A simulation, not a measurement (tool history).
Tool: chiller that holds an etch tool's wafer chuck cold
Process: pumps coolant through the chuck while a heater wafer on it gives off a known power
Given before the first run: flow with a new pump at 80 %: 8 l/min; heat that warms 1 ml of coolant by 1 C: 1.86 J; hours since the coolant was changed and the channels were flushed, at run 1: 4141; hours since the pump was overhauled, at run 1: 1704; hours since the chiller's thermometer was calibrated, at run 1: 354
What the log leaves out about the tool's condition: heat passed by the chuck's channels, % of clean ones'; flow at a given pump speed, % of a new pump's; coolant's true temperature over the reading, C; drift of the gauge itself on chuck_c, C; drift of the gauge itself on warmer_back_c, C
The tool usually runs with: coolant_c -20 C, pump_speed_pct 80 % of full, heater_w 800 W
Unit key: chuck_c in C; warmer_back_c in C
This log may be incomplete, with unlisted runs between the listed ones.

run,hour,coolant_c,pump_speed_pct,heater_w,hours since the coolant was changed and the channels were flushed,hours since the pump was overhauled,hours since the chiller's thermometer was calibrated,chuck_c,warmer_back_c
1,0.0,-20,80,800,4141,1704,354,-10.6,3.20
2,33.3,-17,80,800,4175,1737,387,-7.5,3.25
3,95.7,-17,80,800,4237,1800,450,-7.7,3.21
4,159.1,-17,80,800,4300,1863,513,-7.6,3.30
5,201.9,-17,80,800,4343,1906,556,-7.6,3.25
6,264.8,-20,80,800,4406,1969,619,-10.6,3.28
7,324.9,-20,80,800,4466,2029,679,-10.7,3.24
8,372.4,-20,80,602,4514,2076,726,-13.0,2.50
9,432.5,-20,68,800,4574,2137,786,-9.6,3.85
10,466.8,-19,80,800,4608,2171,821,-9.7,3.30
11,496.9,-19,80,800,4638,2201,851,-9.5,3.25
12,534.5,-19,65,798,4676,2239,888,-8.3,4.04
13,590.1,-19,65,798,4731,2294,944,-8.4,4.11
14,620.3,-30,85,522,4762,2324,974,-23.9,2.03
15,680.4,-28,85,829,4822,2384,1034,-18.6,3.23
16,711.6,-16,71,800,4853,2416,1066,-6.0,3.75
17,770.2,-16,71,800,4912,2474,1124,-5.9,3.69
18,796.7,-11,94,845,4938,2501,1151,-1.8,2.99
19,835.9,-12,62,919,4977,2540,1190,0.5,4.88

Consider 3 possible next runs. They are alternatives, not a sequence: every one starts from the tool as it was left by run 19. What does each give?
A,883.3,-20,74,800,5025,2587,1237,?,?
B,883.3,-20,80,862,5025,2587,1237,?,?
C,883.3,-18,62,919,5025,2587,1237,?,?

run,chuck_c,warmer_back_c
A,-10.1,3.58
B,-9.8,3.57
C,-5.4,4.88
With the hidden condition removed and each run's random variation left untouched, the same runs would have given:
run,chuck_c,warmer_back_c
A,-10.2,3.49
B,-9.9,3.49
C,-5.4,4.79
